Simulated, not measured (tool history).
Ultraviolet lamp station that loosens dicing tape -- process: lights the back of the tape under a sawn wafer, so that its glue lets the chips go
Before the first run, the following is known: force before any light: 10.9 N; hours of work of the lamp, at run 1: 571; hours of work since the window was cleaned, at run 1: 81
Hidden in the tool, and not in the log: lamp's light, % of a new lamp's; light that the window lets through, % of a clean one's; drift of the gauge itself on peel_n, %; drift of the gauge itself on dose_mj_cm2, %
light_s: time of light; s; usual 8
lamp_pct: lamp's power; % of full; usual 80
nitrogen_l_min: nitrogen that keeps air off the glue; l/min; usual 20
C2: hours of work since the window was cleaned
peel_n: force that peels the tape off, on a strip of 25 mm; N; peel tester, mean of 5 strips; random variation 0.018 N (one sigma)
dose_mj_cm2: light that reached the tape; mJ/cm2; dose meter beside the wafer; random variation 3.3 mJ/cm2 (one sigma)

{"run": 1, "hour": 0.0, "light_s": 8, "lamp_pct": 80, "nitrogen_l_min": 20, "hours of work of the lamp": 571, "C2": 81, "peel_n": 1.489, "dose_mj_cm2": 392}
{"run": 2, "hour": 15.2, "light_s": 9, "lamp_pct": 80, "nitrogen_l_min": 20, "hours of work of the lamp": 583, "C2": 93, "peel_n": 1.228, "dose_mj_cm2": 437}
{"run": 3, "hour": 31.9, "light_s": 9, "lamp_pct": 80, "nitrogen_l_min": 20, "hours of work of the lamp": 596, "C2": 107, "peel_n": 1.204, "dose_mj_cm2": 430}
{"run": 4, "hour": 51.7, "light_s": 9, "lamp_pct": 80, "nitrogen_l_min": 20, "hours of work of the lamp": 612, "C2": 122, "peel_n": 1.305, "dose_mj_cm2": 431}
{"run": 5, "hour": 64.0, "light_s": 9, "lamp_pct": 80, "nitrogen_l_min": 20, "hours of work of the lamp": 622, "C2": 132, "peel_n": 1.331, "dose_mj_cm2": 429}
{"run": 6, "hour": 77.1, "light_s": 12, "lamp_pct": 80, "nitrogen_l_min": 20, "hours of work of the lamp": 632, "C2": 143, "peel_n": 0.755, "dose_mj_cm2": 560}
{"run": 7, "hour": 92.1, "light_s": 8, "lamp_pct": 80, "nitrogen_l_min": 20, "hours of work of the lamp": 644, "C2": 154, "peel_n": 1.669, "dose_mj_cm2": 370}
{"run": 8, "hour": 103.6, "light_s": 8, "lamp_pct": 80, "nitrogen_l_min": 20, "hours of work of the lamp": 653, "C2": 164, "peel_n": 1.724, "dose_mj_cm2": 369}
{"hour": 114.4, "done": "lamp changed"}
{"run": 9, "hour": 124.4, "light_s": 8, "lamp_pct": 66, "nitrogen_l_min": 20, "hours of work of the lamp": 8, "C2": 179, "peel_n": 1.509, "dose_mj_cm2": 399}
{"run": 10, "hour": 137.9, "light_s": 8, "lamp_pct": 66, "nitrogen_l_min": 20, "hours of work of the lamp": 19, "C2": 190, "peel_n": 1.494, "dose_mj_cm2": 394}
{"run": 11, "hour": 159.9, "light_s": 8, "lamp_pct": 66, "nitrogen_l_min": 20, "hours of work of the lamp": 36, "C2": 208, "peel_n": 1.537, "dose_mj_cm2": 393}
{"run": 12, "hour": 173.2, "light_s": 8, "lamp_pct": 80, "nitrogen_l_min": 20, "hours of work of the lamp": 47, "C2": 218, "peel_n": 1.089, "dose_mj_cm2": 467}
{"run": 13, "hour": 187.1, "light_s": 8, "lamp_pct": 80, "nitrogen_l_min": 20, "hours of work of the lamp": 58, "C2": 229, "peel_n": 1.102, "dose_mj_cm2": 470}
{"run": 14, "hour": 201.7, "light_s": 10, "lamp_pct": 80, "nitrogen_l_min": 20, "hours of work of the lamp": 69, "C2": 241, "peel_n": 0.663, "dose_mj_cm2": 581}
{"run": 15, "hour": 219.2, "light_s": 10, "lamp_pct": 80, "nitrogen_l_min": 20, "hours of work of the lamp": 83, "C2": 255, "peel_n": 0.704, "dose_mj_cm2": 567}
{"run": 16, "hour": 231.6, "light_s": 8, "lamp_pct": 92, "nitrogen_l_min": 31, "hours of work of the lamp": 93, "C2": 264, "peel_n": 0.651, "dose_mj_cm2": 523}
{"run": 17, "hour": 251.3, "light_s": 15, "lamp_pct": 80, "nitrogen_l_min": 24, "hours of work of the lamp": 109, "C2": 280, "peel_n": 0.265, "dose_mj_cm2": 839}
{"run": 18, "hour": 263.2, "light_s": 15, "lamp_pct": 80, "nitrogen_l_min": 24, "hours of work of the lamp": 118, "C2": 290, "peel_n": 0.277, "dose_mj_cm2": 845}
{"run": 19, "hour": 285.8, "light_s": 6, "lamp_pct": 88, "nitrogen_l_min": 24, "hours of work of the lamp": 136, "C2": 308, "peel_n": 1.531, "dose_mj_cm2": 367}
{"run": 20, "hour": 311.3, "light_s": 8, "lamp_pct": 74, "nitrogen_l_min": 20, "hours of work of the lamp": 156, "C2": 328, "peel_n": 1.476, "dose_mj_cm2": 404}
{"run": 21, "hour": 330.5, "light_s": 10, "lamp_pct": 64, "nitrogen_l_min": 20, "hours of work of the lamp": 172, "C2": 343, "peel_n": 1.281, "dose_mj_cm2": 434}
{"run": 22, "hour": 346.8, "light_s": 10, "lamp_pct": 63, "nitrogen_l_min": 20, "hours of work of the lamp": 185, "C2": 356, "peel_n": 1.348, "dose_mj_cm2": 420}
{"run": 23, "hour": 367.4, "light_s": 10, "lamp_pct": 63, "nitrogen_l_min": 20, "hours of work of the lamp": 201, "C2": 372, "peel_n": 1.348, "dose_mj_cm2": 414}
{"hour": 371.7, "done": "window cleaned of glue's vapour"}
{"run": 24, "hour": 386.5, "light_s": 12, "lamp_pct": 92, "nitrogen_l_min": 9, "hours of work of the lamp": 216, "C2": 12, "peel_n": 0.622, "dose_mj_cm2": 811}
{"run": 25, "hour": 404.9, "light_s": 12, "lamp_pct": 92, "nitrogen_l_min": 9, "hours of work of the lamp": 230, "C2": 26, "peel_n": 0.653, "dose_mj_cm2": 787}
{"run": 26, "hour": 424.3, "light_s": 8, "lamp_pct": 94, "nitrogen_l_min": 20, "hours of work of the lamp": 246, "C2": 42, "peel_n": 0.804, "dose_mj_cm2": 539}
{"run": 27, "hour": 445.5, "light_s": 11, "lamp_pct": 83, "nitrogen_l_min": 16, "hours of work of the lamp": 263, "C2": 59, "peel_n": 0.635, "dose_mj_cm2": 641}
{"run": 28, "hour": 465.6, "light_s": 8, "lamp_pct": 77, "nitrogen_l_min": 14, "hours of work of the lamp": 279, "C2": 75, "peel_n": 1.595, "dose_mj_cm2": 433}
{"run": 29, "hour": 486.2, "light_s": 13, "lamp_pct": 91, "nitrogen_l_min": 26, "hours of work of the lamp": 295, "C2": 91, "peel_n": 0.263, "dose_mj_cm2": 813}

Forecast each of these 3 alternatives for the next run:
{"run": "A", "hour": 505.5, "light_s": 6, "lamp_pct": 91, "nitrogen_l_min": 10, "hours of work of the lamp": 310, "C2": 106, "peel_n": "?", "dose_mj_cm2": "?"}
{"run": "B", "hour": 505.5, "light_s": 9, "lamp_pct": 68, "nitrogen_l_min": 12, "hours of work of the lamp": 310, "C2": 106, "peel_n": "?", "dose_mj_cm2": "?"}
{"run": "C", "hour": 505.5, "light_s": 8, "lamp_pct": 91, "nitrogen_l_min": 20, "hours of work of the lamp": 310, "C2": 106, "peel_n": "?", "dose_mj_cm2": "?"}

run=A peel_n=2.536 dose_mj_cm2=373
run=B peel_n=1.877 dose_mj_cm2=417
run=C peel_n=0.949 dose_mj_cm2=501
With the hidden condition removed and each run's random variation left untouched, the same runs would have given:
run=A peel_n=1.945 dose_mj_cm2=443
run=B peel_n=1.378 dose_mj_cm2=496
run=C peel_n=0.642 dose_mj_cm2=596

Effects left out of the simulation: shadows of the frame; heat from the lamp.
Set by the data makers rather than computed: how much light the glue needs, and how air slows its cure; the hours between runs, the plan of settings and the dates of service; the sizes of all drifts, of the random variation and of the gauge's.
